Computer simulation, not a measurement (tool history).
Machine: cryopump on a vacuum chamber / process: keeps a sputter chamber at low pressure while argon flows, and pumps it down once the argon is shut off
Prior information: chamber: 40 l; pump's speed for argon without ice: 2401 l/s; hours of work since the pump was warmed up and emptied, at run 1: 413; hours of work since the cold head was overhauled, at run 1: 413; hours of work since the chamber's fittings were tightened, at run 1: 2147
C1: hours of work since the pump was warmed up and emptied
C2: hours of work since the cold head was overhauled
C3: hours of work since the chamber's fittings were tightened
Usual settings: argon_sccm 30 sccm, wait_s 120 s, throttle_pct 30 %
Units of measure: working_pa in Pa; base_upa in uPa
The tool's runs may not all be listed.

{"run": 1, "day": 0.0, "argon_sccm": 30, "wait_s": 120, "throttle_pct": 30, "C1": 413, "C2": 413, "C3": 2147, "working_pa": 0.0743, "base_upa": 1.27}
{"run": 2, "day": 1.471, "argon_sccm": 28, "wait_s": 120, "throttle_pct": 30, "C1": 440, "C2": 440, "C3": 2174, "working_pa": 0.0694, "base_upa": 1.27}
{"run": 3, "day": 3.754, "argon_sccm": 28, "wait_s": 120, "throttle_pct": 30, "C1": 483, "C2": 483, "C3": 2217, "working_pa": 0.0699, "base_upa": 1.37}
{"run": 4, "day": 5.475, "argon_sccm": 30, "wait_s": 120, "throttle_pct": 30, "C1": 516, "C2": 516, "C3": 2249, "working_pa": 0.0741, "base_upa": 1.35}
{"run": 5, "day": 8.029, "argon_sccm": 30, "wait_s": 120, "throttle_pct": 30, "C1": 563, "C2": 563, "C3": 2297, "working_pa": 0.0754, "base_upa": 1.39}
{"run": 6, "day": 10.079, "argon_sccm": 30, "wait_s": 120, "throttle_pct": 30, "C1": 602, "C2": 602, "C3": 2336, "working_pa": 0.0757, "base_upa": 1.43}
{"run": 7, "day": 12.738, "argon_sccm": 30, "wait_s": 120, "throttle_pct": 30, "C1": 652, "C2": 652, "C3": 2386, "working_pa": 0.0767, "base_upa": 1.46}
{"run": 8, "day": 15.438, "argon_sccm": 30, "wait_s": 120, "throttle_pct": 30, "C1": 703, "C2": 703, "C3": 2437, "working_pa": 0.0777, "base_upa": 1.51}
{"run": 9, "day": 17.158, "argon_sccm": 30, "wait_s": 120, "throttle_pct": 30, "C1": 735, "C2": 735, "C3": 2469, "working_pa": 0.0768, "base_upa": 1.51}
{"day": 18.938, "done": "pump warmed up, emptied and cooled again"}
{"run": 10, "day": 19.592, "argon_sccm": 30, "wait_s": 120, "throttle_pct": 30, "C1": 12, "C2": 777, "C3": 2511, "working_pa": 0.0708, "base_upa": 1.21}
{"run": 11, "day": 22.35, "argon_sccm": 30, "wait_s": 120, "throttle_pct": 30, "C1": 64, "C2": 829, "C3": 2563, "working_pa": 0.0701, "base_upa": 1.28}
{"run": 12, "day": 24.512, "argon_sccm": 30, "wait_s": 120, "throttle_pct": 30, "C1": 105, "C2": 870, "C3": 2603, "working_pa": 0.0721, "base_upa": 1.34}
{"run": 13, "day": 27.033, "argon_sccm": 30, "wait_s": 208, "throttle_pct": 16, "C1": 152, "C2": 917, "C3": 2651, "working_pa": 0.1334, "base_upa": 1.33}
{"run": 14, "day": 28.662, "argon_sccm": 32, "wait_s": 120, "throttle_pct": 30, "C1": 183, "C2": 948, "C3": 2681, "working_pa": 0.0765, "base_upa": 1.37}
{"run": 15, "day": 30.996, "argon_sccm": 30, "wait_s": 120, "throttle_pct": 35, "C1": 227, "C2": 991, "C3": 2725, "working_pa": 0.0617, "base_upa": 1.4}
{"run": 16, "day": 33.7, "argon_sccm": 15, "wait_s": 187, "throttle_pct": 30, "C1": 277, "C2": 1042, "C3": 2776, "working_pa": 0.0361, "base_upa": 1.42}
{"run": 17, "day": 35.246, "argon_sccm": 37, "wait_s": 123, "throttle_pct": 50, "C1": 307, "C2": 1071, "C3": 2805, "working_pa": 0.0547, "base_upa": 1.47}
{"run": 18, "day": 37.708, "argon_sccm": 25, "wait_s": 147, "throttle_pct": 38, "C1": 353, "C2": 1118, "C3": 2852, "working_pa": 0.0492, "base_upa": 1.48}
{"run": 19, "day": 39.812, "argon_sccm": 34, "wait_s": 120, "throttle_pct": 30, "C1": 392, "C2": 1157, "C3": 2891, "working_pa": 0.0831, "base_upa": 1.48}
{"run": 20, "day": 41.258, "argon_sccm": 30, "wait_s": 42, "throttle_pct": 24, "C1": 420, "C2": 1184, "C3": 2918, "working_pa": 0.0895, "base_upa": 1.82}

Difference, measured minus no-hidden-state, one row per run. Run-to-run variation is common to both terms; the gauge's own scatter need not be:
The tool's hidden condition here consists of: pump's speed, % of a pump's without ice; cold plate's temperature, K; leak into the chamber, uPa l/s; drift of the gauge itself on working_pa, %; drift of the gauge itself on base_upa, %.
run=1 working_pa=+0.0035 base_upa=+0.99
run=2 working_pa=+0.0035 base_upa=+1.02
run=3 working_pa=+0.0039 base_upa=+1.06
run=4 working_pa=+0.0044 base_upa=+1.09
run=5 working_pa=+0.0049 base_upa=+1.10
run=6 working_pa=+0.0053 base_upa=+1.17
run=7 working_pa=+0.0059 base_upa=+1.19
run=8 working_pa=+0.0065 base_upa=+1.26
run=9 working_pa=+0.0068 base_upa=+1.26
run=10 working_pa=+0.0003 base_upa=+0.95
run=11 working_pa=+0.0006 base_upa=+1.01
run=12 working_pa=+0.0009 base_upa=+1.05
run=13 working_pa=+0.0012 base_upa=+1.10
run=14 working_pa=+0.0015 base_upa=+1.10
run=15 working_pa=+0.0018 base_upa=+1.13
run=16 working_pa=+0.0010 base_upa=+1.19
run=17 working_pa=+0.0029 base_upa=+1.17
run=18 working_pa=+0.0023 base_upa=+1.24
run=19 working_pa=+0.0036 base_upa=+1.26
run=20 working_pa=+0.0034 base_upa=+1.30
